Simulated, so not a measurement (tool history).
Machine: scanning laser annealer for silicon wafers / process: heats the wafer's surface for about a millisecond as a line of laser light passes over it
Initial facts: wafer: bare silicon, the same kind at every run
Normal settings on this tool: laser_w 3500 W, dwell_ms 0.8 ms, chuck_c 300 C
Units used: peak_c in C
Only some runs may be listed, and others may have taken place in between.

{"run": 1, "day": 0.0, "laser_w": 3500, "dwell_ms": 0.8, "chuck_c": 300, "peak_c": 1050}
{"run": 2, "day": 0.7, "laser_w": 3500, "dwell_ms": 0.8, "chuck_c": 300, "peak_c": 1048}
{"run": 3, "day": 1.504, "laser_w": 3500, "dwell_ms": 0.8, "chuck_c": 300, "peak_c": 1050}
{"run": 4, "day": 2.208, "laser_w": 3500, "dwell_ms": 0.659, "chuck_c": 300, "peak_c": 982}
{"run": 5, "day": 3.388, "laser_w": 3500, "dwell_ms": 0.659, "chuck_c": 300, "peak_c": 981}
{"run": 6, "day": 4.446, "laser_w": 3500, "dwell_ms": 0.659, "chuck_c": 300, "peak_c": 982}
{"run": 7, "day": 5.146, "laser_w": 3500, "dwell_ms": 0.8, "chuck_c": 327, "peak_c": 1073}
{"run": 8, "day": 6.538, "laser_w": 3500, "dwell_ms": 0.8, "chuck_c": 327, "peak_c": 1075}
{"run": 9, "day": 7.417, "laser_w": 3500, "dwell_ms": 0.8, "chuck_c": 327, "peak_c": 1074}
{"run": 10, "day": 8.912, "laser_w": 3342, "dwell_ms": 0.8, "chuck_c": 300, "peak_c": 998}
{"run": 11, "day": 10.042, "laser_w": 3180, "dwell_ms": 0.8, "chuck_c": 300, "peak_c": 953}
{"run": 12, "day": 11.208, "laser_w": 3832, "dwell_ms": 0.811, "chuck_c": 316, "peak_c": 1152}
{"run": 13, "day": 12.775, "laser_w": 3318, "dwell_ms": 0.811, "chuck_c": 306, "peak_c": 1002}
{"run": 14, "day": 13.538, "laser_w": 3001, "dwell_ms": 0.811, "chuck_c": 318, "peak_c": 932}
{"run": 15, "day": 14.233, "laser_w": 3001, "dwell_ms": 0.68, "chuck_c": 318, "peak_c": 878}
{"run": 16, "day": 14.946, "laser_w": 3001, "dwell_ms": 0.68, "chuck_c": 318, "peak_c": 878}
{"run": 17, "day": 16.15, "laser_w": 3763, "dwell_ms": 0.664, "chuck_c": 300, "peak_c": 1042}
{"run": 18, "day": 17.267, "laser_w": 3763, "dwell_ms": 0.664, "chuck_c": 300, "peak_c": 1037}
{"run": 19, "day": 18.225, "laser_w": 3500, "dwell_ms": 0.8, "chuck_c": 305, "peak_c": 1041}
{"run": 20, "day": 19.35, "laser_w": 3272, "dwell_ms": 0.615, "chuck_c": 320, "peak_c": 917}
{"run": 21, "day": 20.346, "laser_w": 3179, "dwell_ms": 0.8, "chuck_c": 295, "peak_c": 941}

Predict each of these 5 candidate next runs independently; none follows another, all start after run 21:
{"run": "A", "day": 21.946, "laser_w": 3730, "dwell_ms": 0.865, "chuck_c": 320, "peak_c": "?"}
{"run": "B", "day": 21.946, "laser_w": 3500, "dwell_ms": 0.629, "chuck_c": 328, "peak_c": "?"}
{"run": "C", "day": 21.946, "laser_w": 3191, "dwell_ms": 0.92, "chuck_c": 295, "peak_c": "?"}
{"run": "D", "day": 21.946, "laser_w": 3227, "dwell_ms": 0.923, "chuck_c": 311, "peak_c": "?"}
{"run": "E", "day": 21.946, "laser_w": 3765, "dwell_ms": 0.8, "chuck_c": 295, "peak_c": "?"}

run=A peak_c=1148
run=B peak_c=981
run=C peak_c=991
run=D peak_c=1020
run=E peak_c=1099
Had the tool no hidden state, the same runs would have come out as:
run=A peak_c=1179
run=B peak_c=1005
run=C peak_c=1017
run=D peak_c=1047
run=E peak_c=1129
